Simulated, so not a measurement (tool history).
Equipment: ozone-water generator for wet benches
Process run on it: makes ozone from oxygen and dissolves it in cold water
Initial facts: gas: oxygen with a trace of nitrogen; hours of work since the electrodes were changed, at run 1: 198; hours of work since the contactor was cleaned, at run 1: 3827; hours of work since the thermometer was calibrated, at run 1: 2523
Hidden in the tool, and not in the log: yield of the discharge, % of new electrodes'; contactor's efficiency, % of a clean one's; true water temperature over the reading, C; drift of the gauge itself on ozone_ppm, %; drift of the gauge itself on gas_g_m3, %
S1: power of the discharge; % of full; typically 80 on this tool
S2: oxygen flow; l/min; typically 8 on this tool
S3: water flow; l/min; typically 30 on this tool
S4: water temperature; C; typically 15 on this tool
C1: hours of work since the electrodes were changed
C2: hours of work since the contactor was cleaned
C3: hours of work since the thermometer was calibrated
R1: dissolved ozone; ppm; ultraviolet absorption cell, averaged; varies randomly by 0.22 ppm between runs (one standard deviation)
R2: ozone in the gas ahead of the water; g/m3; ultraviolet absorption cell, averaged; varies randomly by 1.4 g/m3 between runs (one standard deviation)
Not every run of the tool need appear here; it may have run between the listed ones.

run    hour  S1     S2  S3  S4    C1    C2    C3    R1     R2
  1       0  80      8  30  15   198  3827  2523  31.7  263.4
  2    37.1  80      8  25  15   227  3856  2552  35.8  264.6
  3      80  80      8  25  15   261  3889  2586  35.9  264.9
  4   102.7  80      8  21  15   278  3907  2603  39.5  265.5
  5   144.6  80      8  30  15   311  3940  2636  32.1  267.8
  6   167.5  80      8  30  15   329  3958  2654    32  265.8
  7   210.1  80      8  30  15   362  3991  2687  31.7  268.9
  8   237.3  80      8  30  15   384  4012  2709  31.9  267.1
  9   259.6  80      8  40  15   401  4030  2726  25.8  270.2
 10   284.2  80      8  40  15   420  4049  2745  25.4  270.5
 11   330.5  80      8  40  15   456  4085  2781  25.6  268.9
 12   370.2  80      8  30  15   487  4116  2812  31.6  271.5
 13   417.9  80      8  30  15   525  4153  2850    32  269.8
 14   439.8  80      8  30  15   542  4171  2867  31.9  270.6
 15   484.8  80      8  21  15   577  4206  2902  40.3  270.1
      511.3  -- gauge calibrated
 16   519.7  80      8  21  15   604  4233  2929  40.2  264.4
 17   555.9  80      8  21  15   633  4261  2957  40.3  264.4
 18   582.3  80   7.84  39  15   653  4282  2978    26  267.1
 19   609.7  62  10.35  30  15   675  4303  3000  28.9  208.2
 20   639.6  65      8  26  15   698  4327  3023  30.4  236.3
 21   683.1  65      8  26  15   732  4361  3057  31.2    233
 22   725.3  65      8  26  15   765  4394  3090  30.7  235.6
 23   755.5  80  10.29  30  15   788  4417  3113  33.7  248.3
 24   783.2  80  10.29  30  15   810  4439  3135  33.7  247.7
 25   810.3  65  10.29  30  11   831  4460  3156  31.2    217
 26   839.5  44   5.09  22   7   854  4483  3179  26.5  214.7
 27   874.2  44   5.09  22   7   881  4510  3206  26.6  214.7
 28   918.2  53  10.09  22  15   916  4544  3240  31.1  194.5
 29   961.1  53  10.09  22  15   949  4578  3274  31.3  193.5
 30   996.8  90   4.24  22  15   977  4606  3302  36.1  359.5
 31  1043.3  90   4.24  22  15  1013  4642  3338  35.7  360.7
 32  1069.1  80   9.83  21   8  1033  4662  3358  46.8  252.8

Below, some changes in R2 between adjacent runs. For each, the amount present without the hidden state too (settings, incoming material, random variation) and the amount remaining for the hidden state with gauge scatter not shared by both compared results:
Run 15 -> 16: gauge calibrated. R2 -5.7 g/m3: hidden state -6.9, all else +1.2.
Run 18 -> 19: S1 80 -> 62, S2 7.84 -> 10.35, S3 39 -> 30. R2 -58.9 g/m3: hidden state +0.1, all else -59.
Run 29 -> 30: S1 53 -> 90, S2 10.09 -> 4.24. R2 +166 g/m3: hidden state +4.6, all else +161.4.
Run 31 -> 32: S1 90 -> 80, S2 4.24 -> 9.83, S3 22 -> 21, S4 15 -> 8. R2 -107.9 g/m3: hidden state -2.7, all else -105.2.
